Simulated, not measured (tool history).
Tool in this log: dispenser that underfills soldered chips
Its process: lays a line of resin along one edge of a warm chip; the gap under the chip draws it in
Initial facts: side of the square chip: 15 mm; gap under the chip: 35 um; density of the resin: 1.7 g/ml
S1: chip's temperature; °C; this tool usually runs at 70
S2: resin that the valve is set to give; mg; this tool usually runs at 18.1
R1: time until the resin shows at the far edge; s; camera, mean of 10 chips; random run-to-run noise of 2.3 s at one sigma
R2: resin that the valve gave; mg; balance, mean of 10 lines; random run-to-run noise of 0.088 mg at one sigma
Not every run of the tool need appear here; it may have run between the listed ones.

| run | hour | S1 | S2 | R1 | R2 |
|---|---|---|---|---|---|
| 1 | 0.0 | 70 | 18.1 | 263.9 | 17.70 |
| 2 | 4.4 | 70 | 18.1 | 308.0 | 17.57 |
| 3 | 7.3 | 66 | 18.1 | 400.2 | 17.66 |
| 4 | 9.5 | 66 | 18.1 | 431.5 | 17.61 |
|  | 13.4 | new syringe of resin |
| 5 | 14.4 | 66 | 22.0 | 262.5 | 21.37 |
| 6 | 17.2 | 70 | 18.1 | 269.4 | 17.71 |
| 7 | 21.5 | 70 | 18.1 | 309.4 | 17.60 |
| 8 | 24.9 | 70 | 23.1 | 335.1 | 22.47 |
| 9 | 28.0 | 64 | 16.4 | 496.0 | 15.84 |
| 10 | 30.4 | 83 | 19.8 | 267.0 | 19.24 |
|  | 31.2 | new syringe of resin |
| 11 | 35.0 | 83 | 16.5 | 180.9 | 15.95 |
| 12 | 37.2 | 69 | 22.2 | 287.9 | 21.42 |
| 13 | 40.4 | 69 | 15.5 | 359.8 | 14.91 |
| 14 | 43.8 | 62 | 17.6 | 495.0 | 17.01 |

Branching from run 14: 3 alternative next runs. What would each branch give?
| A | 46.3 | 68 | 21.7 | ? | ? |
| B | 46.3 | 61 | 17.6 | ? | ? |
| C | 46.3 | 77 | 18.1 | ? | ? |

| run | R1 | R2 |
|---|---|---|
| A | 409.4 | 21.08 |
| B | 560.6 | 16.97 |
| C | 320.9 | 17.50 |
Stripped of hidden state, with their random variation kept, the same runs would have yielded:
| run | R1 | R2 |
|---|---|---|
| A | 237.8 | 21.87 |
| B | 323.7 | 17.61 |
| C | 185.4 | 18.15 |
